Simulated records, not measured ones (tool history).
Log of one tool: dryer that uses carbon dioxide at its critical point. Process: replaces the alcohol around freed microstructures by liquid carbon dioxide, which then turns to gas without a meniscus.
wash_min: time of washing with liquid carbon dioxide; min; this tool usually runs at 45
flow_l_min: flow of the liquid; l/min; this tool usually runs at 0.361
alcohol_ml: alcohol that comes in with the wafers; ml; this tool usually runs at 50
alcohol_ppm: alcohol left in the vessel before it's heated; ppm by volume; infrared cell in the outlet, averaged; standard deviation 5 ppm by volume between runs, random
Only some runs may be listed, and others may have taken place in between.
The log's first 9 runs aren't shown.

| run | hour | wash_min | flow_l_min | alcohol_ml | hours of work since the filter was changed | hours of work since the purifier's bed was changed | alcohol_ppm |
|---|---|---|---|---|---|---|---|
| 10 | 67.9 | 45 | 0.361 | 50 | 11 | 274 | 69 |
| 11 | 72.8 | 45 | 0.361 | 39 | 14 | 276 | 62 |
| 12 | 77.6 | 45 | 0.361 | 39 | 16 | 279 | 71 |
| 13 | 85.9 | 45 | 0.361 | 39 | 20 | 283 | 64 |
| 14 | 91.5 | 45 | 0.361 | 39 | 23 | 286 | 59 |
| 15 | 101.5 | 45 | 0.361 | 39 | 29 | 291 | 57 |
| 16 | 112.5 | 45 | 0.361 | 39 | 34 | 297 | 62 |
| 17 | 120.6 | 45 | 0.361 | 39 | 39 | 301 | 72 |
| 18 | 128.6 | 45 | 0.361 | 27 | 43 | 306 | 58 |
| 19 | 137.1 | 45 | 0.361 | 27 | 47 | 310 | 72 |
| 20 | 144.0 | 52 | 0.433 | 39 | 51 | 314 | 64 |
| 21 | 151.1 | 52 | 0.441 | 22 | 55 | 317 | 62 |
| 22 | 156.4 | 52 | 0.441 | 22 | 58 | 320 | 61 |
| 23 | 165.3 | 52 | 0.260 | 89 | 62 | 325 | 140 |
| 24 | 176.4 | 28 | 0.363 | 50 | 68 | 331 | 301 |
| 25 | 186.3 | 45 | 0.361 | 50 | 73 | 336 | 76 |
| 26 | 192.6 | 45 | 0.361 | 50 | 77 | 339 | 74 |
| 27 | 199.1 | 45 | 0.361 | 34 | 80 | 343 | 75 |
| 28 | 205.5 | 32 | 0.445 | 95 | 84 | 346 | 137 |
| 29 | 216.0 | 45 | 0.287 | 50 | 89 | 352 | 132 |
| 30 | 224.3 | 37 | 0.255 | 50 | 94 | 356 | 358 |
| 31 | 234.5 | 64 | 0.439 | 23 | 99 | 362 | 59 |
| 32 | 244.2 | 45 | 0.416 | 33 | 104 | 367 | 78 |
| 33 | 250.2 | 35 | 0.361 | 40 | 107 | 370 | 136 |
| 34 | 256.5 | 35 | 0.361 | 39 | 111 | 373 | 127 |

3 options for the next run, each taken on its own from the tool as it stands now. Forecast them:
| A | 267.1 | 45 | 0.361 | 22 | 116 | 379 | ? |
| B | 267.1 | 35 | 0.335 | 39 | 116 | 379 | ? |
| C | 267.1 | 49 | 0.439 | 72 | 116 | 379 | ? |

| run | alcohol_ppm |
|---|---|
| A | 78 |
| B | 162 |
| C | 74 |
Without the tool's unlogged condition, the same runs would have read:
| run | alcohol_ppm |
|---|---|
| A | 12 |
| B | 90 |
| C | 10 |

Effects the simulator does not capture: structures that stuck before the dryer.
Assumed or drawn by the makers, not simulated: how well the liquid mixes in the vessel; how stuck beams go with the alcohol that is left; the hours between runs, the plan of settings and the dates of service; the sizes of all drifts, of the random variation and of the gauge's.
